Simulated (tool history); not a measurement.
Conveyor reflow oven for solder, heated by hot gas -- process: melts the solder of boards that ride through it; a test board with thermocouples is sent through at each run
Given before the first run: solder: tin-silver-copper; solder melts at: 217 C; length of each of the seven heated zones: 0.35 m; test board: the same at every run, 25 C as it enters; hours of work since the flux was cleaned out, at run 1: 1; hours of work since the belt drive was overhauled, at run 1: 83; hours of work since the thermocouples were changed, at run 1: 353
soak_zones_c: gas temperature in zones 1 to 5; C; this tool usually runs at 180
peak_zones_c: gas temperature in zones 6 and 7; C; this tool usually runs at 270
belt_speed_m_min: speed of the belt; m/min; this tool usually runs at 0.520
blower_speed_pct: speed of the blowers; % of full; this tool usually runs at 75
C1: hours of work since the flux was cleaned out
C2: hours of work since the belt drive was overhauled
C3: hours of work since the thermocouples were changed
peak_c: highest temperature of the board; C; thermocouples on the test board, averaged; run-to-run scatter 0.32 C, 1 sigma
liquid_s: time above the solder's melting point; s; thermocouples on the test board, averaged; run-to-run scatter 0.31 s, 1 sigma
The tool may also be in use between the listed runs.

Run 1, hour 0.0: usual settings; C1 1; C2 83; C3 353. Result: peak_c 259.4 C, liquid_s 68.3 s.
Run 2, hour 13.9: usual settings but blower_speed_pct 66 % of full; C1 12; C2 94; C3 364. Result: peak_c 258.5 C, liquid_s 67.8 s.
Run 3, hour 23.7: usual settings but blower_speed_pct 66 % of full; C1 19; C2 102; C3 372. Result: peak_c 257.6 C, liquid_s 67.8 s.
Run 4, hour 34.6: usual settings; C1 28; C2 110; C3 380. Result: peak_c 259.4 C, liquid_s 68.9 s.
Run 5, hour 46.3: usual settings; C1 37; C2 119; C3 389. Result: peak_c 259.1 C, liquid_s 68.0 s.
Run 6, hour 56.6: usual settings; C1 45; C2 127; C3 397. Result: peak_c 259.3 C, liquid_s 68.3 s.
Run 7, hour 71.1: usual settings but peak_zones_c 265 C; C1 56; C2 139; C3 409. Result: peak_c 254.9 C, liquid_s 65.5 s.
Run 8, hour 82.3: usual settings but peak_zones_c 265 C, blower_speed_pct 71 % of full; C1 65; C2 147; C3 417. Result: peak_c 254.1 C, liquid_s 64.7 s.
Run 9, hour 94.2: usual settings but belt_speed_m_min 0.572 m/min; C1 74; C2 157; C3 427. Result: peak_c 256.9 C, liquid_s 60.2 s.
Run 10, hour 100.9: usual settings but belt_speed_m_min 0.572 m/min; C1 79; C2 162; C3 432. Result: peak_c 256.5 C, liquid_s 59.7 s.
Run 11, hour 116.7: usual settings but blower_speed_pct 64 % of full; C1 92; C2 174; C3 444. Result: peak_c 257.1 C, liquid_s 66.6 s.
Run 12, hour 130.0: usual settings but blower_speed_pct 64 % of full; C1 102; C2 184; C3 454. Result: peak_c 257.2 C, liquid_s 66.6 s.
Run 13, hour 145.7: usual settings but peak_zones_c 278 C; C1 114; C2 197; C3 467. Result: peak_c 266.8 C, liquid_s 72.3 s.
Run 14, hour 161.7: usual settings; C1 127; C2 209; C3 479. Result: peak_c 259.2 C, liquid_s 68.1 s.
Run 15, hour 173.2: usual settings; C1 136; C2 218; C3 488. Result: peak_c 258.8 C, liquid_s 68.4 s.
Run 16, hour 183.8: usual settings but soak_zones_c 176 C, peak_zones_c 267 C, belt_speed_m_min 0.618 m/min, blower_speed_pct 60 % of full; C1 144; C2 226; C3 496. Result: peak_c 246.8 C, liquid_s 46.5 s.
Run 17, hour 199.1: usual settings but soak_zones_c 176 C, peak_zones_c 267 C, belt_speed_m_min 0.618 m/min, blower_speed_pct 60 % of full; C1 156; C2 238; C3 508. Result: peak_c 246.8 C, liquid_s 46.5 s.
Run 18, hour 214.0: usual settings but soak_zones_c 166 C, peak_zones_c 281 C, blower_speed_pct 60 % of full; C1 167; C2 250; C3 520. Result: peak_c 263.7 C, liquid_s 65.4 s.
Run 19, hour 223.7: usual settings but soak_zones_c 166 C, peak_zones_c 284 C, blower_speed_pct 60 % of full; C1 175; C2 257; C3 527. Result: peak_c 266.1 C, liquid_s 66.5 s.
Run 20, hour 232.6: usual settings but soak_zones_c 182 C, belt_speed_m_min 0.543 m/min; C1 182; C2 264; C3 534. Result: peak_c 257.8 C, liquid_s 65.2 s.
Run 21, hour 239.7: usual settings but soak_zones_c 188 C, peak_zones_c 272 C; C1 187; C2 270; C3 540. Result: peak_c 262.0 C, liquid_s 73.3 s.
Run 22, hour 246.9: usual settings but soak_zones_c 188 C, peak_zones_c 272 C; C1 193; C2 275; C3 545. Result: peak_c 262.0 C, liquid_s 72.7 s.
Run 23, hour 258.9: usual settings but belt_speed_m_min 0.566 m/min; C1 202; C2 285; C3 555. Result: peak_c 256.2 C, liquid_s 60.4 s.
Run 24, hour 269.2: usual settings but soak_zones_c 186 C, belt_speed_m_min 0.566 m/min; C1 210; C2 293; C3 563. Result: peak_c 257.8 C, liquid_s 64.0 s.
Run 25, hour 280.5: usual settings but soak_zones_c 186 C, belt_speed_m_min 0.566 m/min; C1 219; C2 301; C3 571. Result: peak_c 257.3 C, liquid_s 63.5 s.
Run 26, hour 289.2: usual settings but peak_zones_c 262 C; C1 226; C2 308; C3 578. Result: peak_c 251.7 C, liquid_s 63.1 s.
At hour 304.9: flux residue cleaned out of gas plates and filters.
Run 27, hour 306.5: usual settings but soak_zones_c 165 C, peak_zones_c 260 C, blower_speed_pct 63 % of full; C1 1; C2 318; C3 588. Result: peak_c 246.9 C, liquid_s 53.8 s.
Run 28, hour 313.7: usual settings but soak_zones_c 165 C, peak_zones_c 260 C, blower_speed_pct 63 % of full; C1 7; C2 323; C3 593. Result: peak_c 246.6 C, liquid_s 53.5 s.
Run 29, hour 329.3: usual settings but soak_zones_c 165 C, peak_zones_c 260 C, blower_speed_pct 63 % of full; C1 19; C2 335; C3 605. Result: peak_c 246.4 C, liquid_s 53.8 s.
Run 30, hour 343.0: usual settings but soak_zones_c 165 C, peak_zones_c 260 C, blower_speed_pct 63 % of full; C1 30; C2 346; C3 616. Result: peak_c 247.3 C, liquid_s 53.5 s.

Hidden state or all else? Some run-to-run changes of peak_c, split into what the settings, what came in and random variation would give without the hidden state, and what is left for the hidden state (with any gauge scatter that isn't in both results):
The hidden state here: heat that the gas passes to the board, % of a clean oven's; belt's true speed, % of the reading; true gas temperature in zones 6 and 7 over the reading, C; drift of the gauge itself on peak_c, C; drift of the gauge itself on liquid_s, %.
Run 12 -> 13: peak_zones_c 270 -> 278, blower_speed_pct 64 -> 75. peak_c +9.6 C: hidden state -0.1, all else +9.7.
Run 15 -> 16: soak_zones_c 180 -> 176, peak_zones_c 270 -> 267, belt_speed_m_min 0.520 -> 0.618, blower_speed_pct 75 -> 60. peak_c -12.0 C: hidden state -0.4, all else -11.6.
Run 17 -> 18: soak_zones_c 176 -> 166, peak_zones_c 267 -> 281, belt_speed_m_min 0.618 -> 0.520. peak_c +16.9 C: hidden state +0.1, all else +16.8.
Run 22 -> 23: soak_zones_c 188 -> 180, peak_zones_c 272 -> 270, belt_speed_m_min 0.520 -> 0.566. peak_c -5.8 C: hidden state -0.4, all else -5.4.
Run 26 -> 27: soak_zones_c 180 -> 165, peak_zones_c 262 -> 260, blower_speed_pct 75 -> 63, flux residue cleaned out of gas plates and filters. peak_c -4.8 C: hidden state +1.3, all else -6.1.
